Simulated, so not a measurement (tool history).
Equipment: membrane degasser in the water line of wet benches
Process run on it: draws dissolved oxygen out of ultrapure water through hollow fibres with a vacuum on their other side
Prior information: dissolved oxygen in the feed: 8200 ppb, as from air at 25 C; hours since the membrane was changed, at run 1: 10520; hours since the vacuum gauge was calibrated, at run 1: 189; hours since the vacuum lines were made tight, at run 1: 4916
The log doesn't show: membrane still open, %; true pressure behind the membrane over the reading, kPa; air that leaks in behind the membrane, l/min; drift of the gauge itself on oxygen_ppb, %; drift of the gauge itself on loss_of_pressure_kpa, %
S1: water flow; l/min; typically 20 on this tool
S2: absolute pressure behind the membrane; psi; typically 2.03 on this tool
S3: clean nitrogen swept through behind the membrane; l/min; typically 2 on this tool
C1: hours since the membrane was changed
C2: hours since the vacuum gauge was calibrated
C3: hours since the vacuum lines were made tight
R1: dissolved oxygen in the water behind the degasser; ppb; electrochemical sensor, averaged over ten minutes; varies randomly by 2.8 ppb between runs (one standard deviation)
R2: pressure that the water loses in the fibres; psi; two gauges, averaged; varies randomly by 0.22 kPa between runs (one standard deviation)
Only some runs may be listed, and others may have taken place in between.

{"run": 1, "hour": 0.0, "S1": 20, "S2": 2.03, "S3": 2, "C1": 10520, "C2": 189, "C3": 4916, "R1": 294.5, "R2": 7.793}
{"run": 2, "hour": 232.8, "S1": 20, "S2": 2.03, "S3": 2, "C1": 10753, "C2": 422, "C3": 5149, "R1": 294.9, "R2": 7.823}
{"run": 3, "hour": 378.2, "S1": 20, "S2": 2.03, "S3": 2, "C1": 10898, "C2": 567, "C3": 5294, "R1": 298.8, "R2": 7.828}
{"run": 4, "hour": 532.0, "S1": 20, "S2": 2.03, "S3": 2, "C1": 11052, "C2": 721, "C3": 5448, "R1": 296.2, "R2": 7.874}
{"run": 5, "hour": 739.1, "S1": 20, "S2": 2.03, "S3": 2, "C1": 11259, "C2": 928, "C3": 5655, "R1": 300.5, "R2": 7.893}
{"run": 6, "hour": 924.8, "S1": 20, "S2": 2.03, "S3": 2, "C1": 11445, "C2": 1114, "C3": 5841, "R1": 294.5, "R2": 7.884}
{"run": 7, "hour": 1089.9, "S1": 20, "S2": 2.03, "S3": 2, "C1": 11610, "C2": 1279, "C3": 6006, "R1": 301.2, "R2": 7.849}
{"run": 8, "hour": 1231.1, "S1": 20, "S2": 2.03, "S3": 2, "C1": 11751, "C2": 1420, "C3": 6147, "R1": 296.2, "R2": 7.842}
{"run": 9, "hour": 1476.0, "S1": 20, "S2": 2.03, "S3": 2, "C1": 11996, "C2": 1665, "C3": 6392, "R1": 301.2, "R2": 7.922}
{"run": 10, "hour": 1666.3, "S1": 20, "S2": 2.03, "S3": 2, "C1": 12187, "C2": 1856, "C3": 6583, "R1": 301.5, "R2": 7.874}
{"run": 11, "hour": 1917.0, "S1": 20, "S2": 4.68, "S3": 0.96, "C1": 12437, "C2": 2106, "C3": 6833, "R1": 1221.3, "R2": 7.921}
{"run": 12, "hour": 2159.8, "S1": 20, "S2": 4.68, "S3": 0.96, "C1": 12680, "C2": 2349, "C3": 7076, "R1": 1235, "R2": 7.963}
{"run": 13, "hour": 2302.9, "S1": 20, "S2": 4.68, "S3": 0.96, "C1": 12823, "C2": 2492, "C3": 7219, "R1": 1208.7, "R2": 7.921}
{"run": 14, "hour": 2562.2, "S1": 29, "S2": 1.23, "S3": 1.44, "C1": 13082, "C2": 2752, "C3": 7478, "R1": 333.7, "R2": 11.426}
{"run": 15, "hour": 2704.3, "S1": 29, "S2": 1.46, "S3": 3.83, "C1": 13225, "C2": 2894, "C3": 7621, "R1": 220.6, "R2": 11.433}
{"run": 16, "hour": 2847.2, "S1": 28, "S2": 2.03, "S3": 2, "C1": 13367, "C2": 3037, "C3": 7764, "R1": 427.7, "R2": 11.088}
{"run": 17, "hour": 3058.1, "S1": 28, "S2": 1.8, "S3": 2, "C1": 13578, "C2": 3247, "C3": 7974, "R1": 379.6, "R2": 11.213}
{"run": 18, "hour": 3291.8, "S1": 28, "S2": 1.8, "S3": 2, "C1": 13812, "C2": 3481, "C3": 8208, "R1": 388.4, "R2": 11.142}
{"run": 19, "hour": 3449.0, "S1": 17, "S2": 4.02, "S3": 5.64, "C1": 13969, "C2": 3638, "C3": 8365, "R1": 221.7, "R2": 6.786}

Consider 4 possible next runs. They are alternatives, not a sequence: every one starts from the tool as it was left by run 19. What does each give?
{"run": "A", "hour": 3666.7, "S1": 13, "S2": 2.58, "S3": 0.97, "C1": 14187, "C2": 3856, "C3": 8583, "R1": "?", "R2": "?"}
{"run": "B", "hour": 3666.7, "S1": 17, "S2": 4.41, "S3": 1.57, "C1": 14187, "C2": 3856, "C3": 8583, "R1": "?", "R2": "?"}
{"run": "C", "hour": 3666.7, "S1": 13, "S2": 1.51, "S3": 3.47, "C1": 14187, "C2": 3856, "C3": 8583, "R1": "?", "R2": "?"}
{"run": "D", "hour": 3666.7, "S1": 17, "S2": 2.63, "S3": 1.1, "C1": 14187, "C2": 3856, "C3": 8583, "R1": "?", "R2": "?"}

run=A R1=468.5 R2=5.2
run=B R1=697.5 R2=6.776
run=C R1=91.7 R2=5.163
run=D R1=548.6 R2=6.792
Without the tool's hidden state the same runs would have given:
run=A R1=447.5 R2=4.854
run=B R1=671.2 R2=6.327
run=C R1=80.6 R2=4.82
run=D R1=524.9 R2=6.342
